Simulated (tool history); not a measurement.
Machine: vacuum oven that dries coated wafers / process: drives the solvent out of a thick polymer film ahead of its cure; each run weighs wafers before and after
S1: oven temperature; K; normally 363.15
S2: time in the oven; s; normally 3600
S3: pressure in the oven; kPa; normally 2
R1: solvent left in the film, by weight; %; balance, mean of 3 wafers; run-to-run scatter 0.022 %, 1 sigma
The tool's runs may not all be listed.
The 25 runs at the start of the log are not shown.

Run 26, hour 670.2: usual settings but S1 352.15 K, S3 1.47 kPa. Result: R1 6.1 %.
Run 27, hour 704.2: usual settings but S1 362.15 K, S2 5040 s. Result: R1 1.83 %.
Run 28, hour 728.8: usual settings but S1 362.15 K, S2 2760 s, S3 1.28 kPa. Result: R1 2.94 %.
Run 29, hour 749.9: usual settings but S1 362.15 K, S2 2760 s, S3 1.28 kPa. Result: R1 2.98 %.
Run 30, hour 769.8: usual settings but S1 362.15 K, S2 2760 s, S3 1.28 kPa. Result: R1 2.95 %.
Run 31, hour 806.4: usual settings but S1 362.15 K, S2 2760 s, S3 1.28 kPa. Result: R1 2.99 %.
Run 32, hour 824: usual settings but S1 362.15 K, S2 4740 s, S3 2.03 kPa. Result: R1 1.9 %.
Run 33, hour 843.6: usual settings but S1 362.15 K, S2 4740 s, S3 2.03 kPa. Result: R1 1.93 %.
Run 34, hour 876.4: usual settings but S1 362.15 K, S2 4740 s, S3 2.03 kPa. Result: R1 1.94 %.
Run 35, hour 905.4: usual settings but S1 373.15 K, S2 5160 s, S3 3.41 kPa. Result: R1 1.65 %.
Run 36, hour 944: usual settings but S1 373.15 K, S2 6240 s, S3 3.08 kPa. Result: R1 1.53 %.
Run 37, hour 974.9: usual settings but S1 373.15 K, S2 5520 s, S3 4.9 kPa. Result: R1 2.31 %.
Run 38, hour 1009.7: usual settings but S1 375.15 K, S3 4.65 kPa. Result: R1 2.06 %.
Run 39, hour 1041.6: usual settings but S1 375.15 K, S3 4.65 kPa. Result: R1 2.06 %.
Run 40, hour 1082: usual settings but S1 353.15 K, S2 2220 s, S3 7.09 kPa. Result: R1 12.24 %.
Run 41, hour 1103.4: usual settings but S1 352.15 K, S2 3240 s, S3 2.05 kPa. Result: R1 7.09 %.
Run 42, hour 1120.3: usual settings but S1 368.15 K, S2 5340 s, S3 1.37 kPa. Result: R1 0.93 %.
Run 43, hour 1147.4: usual settings but S1 356.15 K. Result: R1 4.52 %.
Run 44, hour 1164.1: usual settings but S2 3000 s, S3 3.23 kPa. Result: R1 3.42 %.
Run 45, hour 1180.9: usual settings but S1 358.15 K, S2 2280 s, S3 1.53 kPa. Result: R1 5.83 %.
Run 46, hour 1215.7: usual settings but S1 358.15 K, S2 3300 s, S3 4.26 kPa. Result: R1 5.61 %.
Run 47, hour 1244.9: usual settings but S2 2280 s, S3 1.08 kPa. Result: R1 3.29 %.
Run 48, hour 1264.1: usual settings but S1 348.15 K, S2 3000 s, S3 5.87 kPa. Result: R1 12.72 %.

3 options for the next run, each taken on its own from the tool as it stands now. Forecast them:
Run A, hour 1283: usual settings but S1 366.15 K, S2 2160 s, S3 2.69 kPa. Result: R1 ?.
Run B, hour 1283: usual settings but S3 1.94 kPa. Result: R1 ?.
Run C, hour 1283: usual settings but S1 358.15 K, S2 3000 s, S3 1.39 kPa. Result: R1 ?.

run    R1
  A  3.43
  B  2.17
  C  4.13
The same runs, with their run-to-run variation unchanged, on a tool lacking any hidden condition would have given:
run    R1
  A  3.32
  B  1.99
  C  3.99
